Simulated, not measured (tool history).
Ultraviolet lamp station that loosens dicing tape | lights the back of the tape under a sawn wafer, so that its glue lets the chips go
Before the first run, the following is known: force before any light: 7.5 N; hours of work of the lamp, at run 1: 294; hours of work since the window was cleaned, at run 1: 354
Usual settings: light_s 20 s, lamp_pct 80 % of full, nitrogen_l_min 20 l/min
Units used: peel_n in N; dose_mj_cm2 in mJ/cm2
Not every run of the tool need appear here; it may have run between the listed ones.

run,day,light_s,lamp_pct,nitrogen_l_min,hours of work of the lamp,hours of work since the window was cleaned,peel_n,dose_mj_cm2
1,0,20,80,20,294,354,0.458,255
2,1.892,20,80,20,322,382,0.486,250
3,3.971,20,80,20,352,412,0.493,249
4,6.029,20,80,20,381,441,0.501,243
5,7.35,14,80,20,400,461,1.195,166
# day 8.45: window cleaned of glue's vapour
6,8.717,20,80,20,420,4,0.446,255
7,11.033,20,80,20,453,37,0.474,253
8,13.4,28,94,12,488,72,0.207,408
9,15.008,28,94,12,511,95,0.203,400

What will run 10 give?
10,16.721,28,94,12,536,120,?,?

Run 10 produced peel_n 0.212 N, dose_mj_cm2 394 mJ/cm2.
Were there no unlogged condition in the tool, this run, its random variation unchanged, would have produced peel_n 0.117 N, dose_mj_cm2 484 mJ/cm2.

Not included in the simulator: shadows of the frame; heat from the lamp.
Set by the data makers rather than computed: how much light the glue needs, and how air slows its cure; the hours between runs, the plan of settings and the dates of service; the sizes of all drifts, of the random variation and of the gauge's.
